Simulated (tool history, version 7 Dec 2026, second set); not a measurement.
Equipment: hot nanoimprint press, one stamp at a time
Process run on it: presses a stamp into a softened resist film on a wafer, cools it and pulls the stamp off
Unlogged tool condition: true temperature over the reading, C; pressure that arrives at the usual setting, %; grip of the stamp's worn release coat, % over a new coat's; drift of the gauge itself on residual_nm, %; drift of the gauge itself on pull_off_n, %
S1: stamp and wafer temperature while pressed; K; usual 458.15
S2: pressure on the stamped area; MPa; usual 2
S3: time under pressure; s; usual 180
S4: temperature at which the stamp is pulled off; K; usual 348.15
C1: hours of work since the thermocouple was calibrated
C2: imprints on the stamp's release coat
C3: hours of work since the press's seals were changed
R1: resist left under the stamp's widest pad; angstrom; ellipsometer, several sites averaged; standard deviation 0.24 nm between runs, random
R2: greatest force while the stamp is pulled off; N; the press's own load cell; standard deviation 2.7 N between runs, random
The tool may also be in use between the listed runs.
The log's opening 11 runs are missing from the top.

run	day	S1	S2	S3	S4	C1	C2	C3	R1	R2
12	7.771	458.15	2.63	180	348.15	247	985	506	933	142
13	8.242	458.15	2.07	180	348.15	255	1046	513	1032	150
14	8.883	458.15	2.07	180	348.15	265	1127	524	1029	156
15	9.329	458.15	2.07	180	348.15	273	1183	531	1030	153
16	10.262	458.15	1.45	180	348.15	288	1302	546	1192	158
17	10.679	458.15	1.45	180	348.15	294	1355	553	1191	160
18	11.546	458.15	2.45	196	348.15	308	1464	567	924	158
19	12.254	467.15	1.27	180	348.15	320	1554	578	951	163
20	12.65	458.15	2	150	345.15	326	1605	585	1123	169
21	13.625	458.15	2	180	339.15	342	1728	600	1047	180
22	14.058	458.15	2	180	339.15	349	1783	607	1044	182
23	14.892	458.15	1.43	250	339.15	363	1889	621	1054	188
24	15.333	458.15	2	121	345.15	370	1945	628	1215	178
# day 15.754: plate thermocouple calibrated
25	16.371	458.15	2	121	345.15	10	2060	643	1242	181
# day 16.729: stamp cleaned and given a new release coat
26	17.579	446.15	1.9	184	348.15	25	108	658	1590	126
27	18.325	455.15	1.25	125	353.15	38	202	670	1586	123
28	19.012	455.15	1.25	293	346.15	49	290	682	1191	137
29	19.629	452.15	1.25	293	350.15	59	368	691	1311	132
30	20.054	452.15	1.25	293	350.15	66	422	698	1312	134
31	20.817	452.15	1.25	293	350.15	78	518	711	1309	135

Branching from run 31: 3 alternative next runs. What would each branch give?
A	21.658	458.15	2.05	180	348.15	92	625	724	?	?
B	21.658	463.15	2.49	293	341.15	92	625	724	?	?
C	21.658	458.15	1.56	180	348.15	92	625	724	?	?

run	R1	R2
A	1056	135
B	662	150
C	1184	146
With the hidden condition removed and each run's random variation left untouched, the same runs would have given:
run	R1	R2
A	1040	122
B	647	135
C	1172	131
